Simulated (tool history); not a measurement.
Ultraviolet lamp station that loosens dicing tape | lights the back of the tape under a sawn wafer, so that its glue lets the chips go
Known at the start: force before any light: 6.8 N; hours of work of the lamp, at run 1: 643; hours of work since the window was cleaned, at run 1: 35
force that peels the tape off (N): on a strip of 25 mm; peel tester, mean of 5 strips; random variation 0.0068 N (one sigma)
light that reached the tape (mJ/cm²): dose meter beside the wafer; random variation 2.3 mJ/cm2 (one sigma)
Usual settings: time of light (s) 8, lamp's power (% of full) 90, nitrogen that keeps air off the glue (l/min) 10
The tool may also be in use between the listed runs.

| run | hour | time of light (s) | lamp's power (% of full) | nitrogen that keeps air off the glue (l/min) | hours of work of the lamp | hours of work since the window was cleaned | force that peels the tape off (N) | light that reached the tape (mJ/cm²) |
|---|---|---|---|---|---|---|---|---|
| 1 | 0.0 | 8 | 90 | 10 | 643 | 35 | 0.587 | 155 |
| 2 | 65.6 | 8 | 90 | 10 | 686 | 79 | 0.686 | 150 |
| 3 | 162.1 | 8 | 90 | 10 | 751 | 143 | 0.801 | 137 |
| 4 | 245.4 | 8 | 90 | 10 | 806 | 199 | 0.944 | 129 |
|  | 294.0 | lamp changed |
|  | 323.4 | window cleaned of glue's vapour |
| 5 | 331.5 | 5 | 90 | 10 | 25 | 5 | 1.220 | 110 |
| 6 | 422.4 | 5 | 90 | 10 | 85 | 66 | 1.322 | 102 |
| 7 | 480.1 | 8 | 62 | 10 | 123 | 104 | 1.278 | 104 |
| 8 | 533.1 | 8 | 62 | 10 | 159 | 139 | 1.402 | 99 |
|  | 573.7 | window cleaned of glue's vapour, once more |
| 9 | 613.5 | 8 | 90 | 19 | 212 | 26 | 0.213 | 206 |
| 10 | 655.8 | 8 | 90 | 13 | 240 | 55 | 0.295 | 205 |
| 11 | 737.5 | 4 | 89 | 12 | 294 | 109 | 1.407 | 95 |
| 12 | 826.8 | 4 | 95 | 12 | 354 | 168 | 1.491 | 88 |
| 13 | 901.6 | 7 | 79 | 6 | 403 | 218 | 1.299 | 125 |
|  | 950.7 | window cleaned of glue's vapour |
| 14 | 985.4 | 5 | 65 | 3 | 459 | 23 | 2.947 | 82 |
| 15 | 1037.9 | 15 | 60 | 18 | 493 | 58 | 0.197 | 218 |
| 16 | 1094.8 | 8 | 65 | 20 | 531 | 96 | 0.770 | 115 |
| 17 | 1168.1 | 8 | 65 | 20 | 580 | 144 | 0.861 | 108 |
| 18 | 1262.1 | 8 | 65 | 20 | 642 | 207 | 1.047 | 101 |
|  | 1327.5 | window cleaned of glue's vapour |
| 19 | 1331.1 | 12 | 66 | 10 | 688 | 2 | 0.496 | 174 |

5 ways to go on from here, each from the tool as it stands after run 19. What would each give?
| A | 1385.4 | 15 | 99 | 10 | 724 | 38 | ? | ? |
| B | 1385.4 | 5 | 90 | 10 | 724 | 38 | ? | ? |
| C | 1385.4 | 9 | 87 | 11 | 724 | 38 | ? | ? |
| D | 1385.4 | 10 | 97 | 15 | 724 | 38 | ? | ? |
| E | 1385.4 | 12 | 81 | 5 | 724 | 38 | ? | ? |

| run | force that peels the tape off (N) | light that reached the tape (mJ/cm²) |
|---|---|---|
| A | 0.137 | 305 |
| B | 1.549 | 91 |
| C | 0.522 | 164 |
| D | 0.256 | 202 |
| E | 0.609 | 199 |
Without the tool's hidden state the same runs would have given:
| run | force that peels the tape off (N) | light that reached the tape (mJ/cm²) |
|---|---|---|
| A | 0.093 | 484 |
| B | 0.695 | 145 |
| C | 0.167 | 259 |
| D | 0.103 | 319 |
| E | 0.202 | 317 |
